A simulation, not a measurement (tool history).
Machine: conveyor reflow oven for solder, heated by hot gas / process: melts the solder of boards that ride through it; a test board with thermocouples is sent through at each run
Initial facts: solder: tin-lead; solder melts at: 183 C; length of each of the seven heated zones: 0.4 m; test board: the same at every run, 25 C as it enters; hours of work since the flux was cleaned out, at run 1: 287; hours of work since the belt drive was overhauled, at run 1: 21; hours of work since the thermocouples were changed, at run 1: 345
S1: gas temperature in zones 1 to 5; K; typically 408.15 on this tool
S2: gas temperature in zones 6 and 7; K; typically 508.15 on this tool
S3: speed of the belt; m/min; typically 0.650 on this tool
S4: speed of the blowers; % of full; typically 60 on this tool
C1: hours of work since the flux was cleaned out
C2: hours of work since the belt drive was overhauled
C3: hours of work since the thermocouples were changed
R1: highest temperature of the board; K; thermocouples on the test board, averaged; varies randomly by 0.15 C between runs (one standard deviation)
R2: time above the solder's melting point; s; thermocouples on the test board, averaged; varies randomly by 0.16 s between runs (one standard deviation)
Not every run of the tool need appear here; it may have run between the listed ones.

Run 1, hour 0.0: usual settings; C1 287; C2 21; C3 345. Result: R1 492.55 K, R2 56.2 s.
Run 2, hour 11.2: usual settings; C1 292; C2 26; C3 350. Result: R1 492.75 K, R2 56.2 s.
Run 3, hour 21.4: usual settings but S1 413.15 K; C1 297; C2 30; C3 355. Result: R1 493.45 K, R2 58.4 s.
Run 4, hour 37.3: usual settings; C1 304; C2 37; C3 362. Result: R1 492.55 K, R2 56.4 s.
Run 5, hour 51.3: usual settings but S4 53 % of full; C1 310; C2 44; C3 368. Result: R1 490.65 K, R2 55.0 s.
Run 6, hour 62.6: usual settings but S4 53 % of full; C1 315; C2 49; C3 373. Result: R1 490.95 K, R2 54.8 s.
Run 7, hour 76.4: usual settings but S2 520.15 K, S4 53 % of full; C1 322; C2 55; C3 380. Result: R1 501.55 K, R2 61.7 s.
Run 8, hour 92.2: usual settings but S2 520.15 K, S4 53 % of full; C1 329; C2 62; C3 387. Result: R1 501.25 K, R2 61.6 s.
Run 9, hour 100.0: usual settings but S2 496.15 K; C1 332; C2 65; C3 390. Result: R1 482.25 K, R2 48.0 s.
Run 10, hour 109.9: usual settings but S2 496.15 K, S3 0.635 m/min; C1 336; C2 70; C3 394. Result: R1 482.85 K, R2 50.2 s.
Run 11, hour 122.2: usual settings but S1 404.15 K, S2 515.15 K, S3 0.575 m/min; C1 342; C2 75; C3 400. Result: R1 501.95 K, R2 69.5 s.
Run 12, hour 131.4: usual settings but S3 0.604 m/min, S4 53 % of full; C1 346; C2 79; C3 404. Result: R1 493.35 K, R2 61.7 s.
Run 13, hour 146.8: usual settings but S1 412.15 K, S3 0.575 m/min; C1 353; C2 86; C3 411. Result: R1 496.75 K, R2 69.0 s.
Run 14, hour 163.1: usual settings but S2 514.15 K; C1 360; C2 93; C3 418. Result: R1 498.05 K, R2 59.8 s.
Run 15, hour 171.5: usual settings but S2 514.15 K; C1 364; C2 97; C3 422. Result: R1 498.25 K, R2 60.1 s.
Run 16, hour 185.2: usual settings but S2 514.15 K, S3 0.607 m/min; C1 370; C2 103; C3 428. Result: R1 500.55 K, R2 65.5 s.

Estimate the outcome of run 17 from the log above:
Run 17, hour 198.0: usual settings but S1 420.15 K, S3 0.561 m/min, S4 50 % of full; C1 376; C2 109; C3 434. Result: R1 ?, R2 ?.

Logged for run 17: R1 496.25 K, R2 73.1 s.
Were there no unlogged condition in the tool, this run, its random variation unchanged, would have produced R1 496.25 K, R2 73.1 s.
